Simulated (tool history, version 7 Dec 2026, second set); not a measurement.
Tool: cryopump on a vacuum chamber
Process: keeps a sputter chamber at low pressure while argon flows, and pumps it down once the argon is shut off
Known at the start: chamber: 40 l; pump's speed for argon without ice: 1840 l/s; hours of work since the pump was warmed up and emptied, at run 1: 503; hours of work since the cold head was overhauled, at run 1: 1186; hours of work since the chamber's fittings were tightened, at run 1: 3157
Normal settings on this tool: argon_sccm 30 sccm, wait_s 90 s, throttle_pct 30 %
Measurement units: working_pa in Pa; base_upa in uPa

run	hour	argon_sccm	wait_s	throttle_pct	hours of work since the pump was warmed up and emptied	hours of work since the cold head was overhauled	hours of work since the chamber's fittings were tightened	working_pa	base_upa
1	0.0	30	90	30	503	1186	3157	0.0982	2.58
2	56.8	33	90	30	540	1223	3194	0.1081	2.66
3	107.3	30	90	25	573	1256	3227	0.1168	2.71
4	176.0	30	90	30	618	1300	3272	0.0989	2.86
# hour 261.1: pump warmed up, emptied and cooled again
5	276.2	30	90	30	10	1363	3334	0.0926	2.36
6	372.1	30	90	15	72	1425	3396	0.1845	2.47
7	453.5	37	25	39	125	1478	3449	0.0898	4.62
8	497.3	37	25	39	154	1507	3478	0.0895	4.67
9	582.3	49	75	30	209	1562	3533	0.1533	2.77
10	664.0	49	75	30	263	1615	3587	0.1558	2.81
11	703.8	16	32	30	289	1641	3613	0.0506	4.14
12	761.1	16	32	30	326	1679	3650	0.0506	4.12

Here are 3 independent what-if runs from the current tool condition. What would each one return?
A	849.9	30	217	54	384	1737	3708	?	?
B	849.9	16	154	35	384	1737	3708	?	?
C	849.9	17	90	30	384	1737	3708	?	?

run	working_pa	base_upa
A	0.0564	2.24
B	0.0443	2.50
C	0.0547	2.79
What these runs would have given with no unlogged condition in the tool:
run	working_pa	base_upa
A	0.0523	0.45
B	0.0421	0.62
C	0.0524	0.95
